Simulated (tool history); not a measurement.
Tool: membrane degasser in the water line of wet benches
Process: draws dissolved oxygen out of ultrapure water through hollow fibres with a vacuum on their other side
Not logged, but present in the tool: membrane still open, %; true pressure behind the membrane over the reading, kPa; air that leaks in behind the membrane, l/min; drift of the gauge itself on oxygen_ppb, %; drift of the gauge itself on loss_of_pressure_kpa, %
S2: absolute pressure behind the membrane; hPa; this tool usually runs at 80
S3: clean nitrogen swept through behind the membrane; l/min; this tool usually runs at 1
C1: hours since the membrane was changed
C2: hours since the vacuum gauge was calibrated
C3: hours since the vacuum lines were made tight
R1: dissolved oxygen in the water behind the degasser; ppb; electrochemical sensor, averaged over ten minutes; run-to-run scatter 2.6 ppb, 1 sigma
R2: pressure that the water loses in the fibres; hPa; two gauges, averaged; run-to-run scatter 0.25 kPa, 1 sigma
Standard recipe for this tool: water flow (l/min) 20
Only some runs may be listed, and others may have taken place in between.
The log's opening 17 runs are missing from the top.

{"run": 18, "hour": 1211.0, "water flow (l/min)": 29, "S2": 199, "S3": 0.43, "C1": 2382, "C2": 3529, "C3": 6850, "R1": 1896.7, "R2": 976.8}
{"run": 19, "hour": 1279.2, "water flow (l/min)": 14, "S2": 117.3, "S3": 1.18, "C1": 2450, "C2": 3597, "C3": 6918, "R1": 248.6, "R2": 469.3}
{"run": 20, "hour": 1338.3, "water flow (l/min)": 19, "S2": 148.1, "S3": 1, "C1": 2510, "C2": 3656, "C3": 6977, "R1": 541.4, "R2": 635.6}
{"run": 21, "hour": 1378.9, "water flow (l/min)": 16, "S2": 144, "S3": 1.31, "C1": 2550, "C2": 3696, "C3": 7018, "R1": 344, "R2": 533.9}
{"run": 22, "hour": 1469.3, "water flow (l/min)": 16, "S2": 153.6, "S3": 2.32, "C1": 2641, "C2": 3787, "C3": 7108, "R1": 231.9, "R2": 537.7}
{"run": 23, "hour": 1531.3, "water flow (l/min)": 20, "S2": 188.3, "S3": 0.83, "C1": 2703, "C2": 3849, "C3": 7171, "R1": 836.6, "R2": 675.1}
{"run": 24, "hour": 1622.8, "water flow (l/min)": 27, "S2": 173.5, "S3": 1.29, "C1": 2794, "C2": 3940, "C3": 7262, "R1": 828.7, "R2": 910.1}
{"run": 25, "hour": 1712.5, "water flow (l/min)": 16, "S2": 168.6, "S3": 1, "C1": 2884, "C2": 4030, "C3": 7352, "R1": 497.7, "R2": 534.8}
{"run": 26, "hour": 1781.8, "water flow (l/min)": 16, "S2": 168.6, "S3": 1, "C1": 2953, "C2": 4099, "C3": 7421, "R1": 517.9, "R2": 536.3}

Predict the results of run 27:
{"run": 27, "hour": 1880.0, "water flow (l/min)": 16, "S2": 168.6, "S3": 1, "C1": 3051, "C2": 4197, "C3": 7519, "R1": "?", "R2": "?"}

Run 27 came out at R1 508.5 ppb, R2 537.3 hPa.
Take away the tool's hidden state, keep the run-to-run variation as it was, and the same run would have given R1 508.2 ppb, R2 537.2 hPa.

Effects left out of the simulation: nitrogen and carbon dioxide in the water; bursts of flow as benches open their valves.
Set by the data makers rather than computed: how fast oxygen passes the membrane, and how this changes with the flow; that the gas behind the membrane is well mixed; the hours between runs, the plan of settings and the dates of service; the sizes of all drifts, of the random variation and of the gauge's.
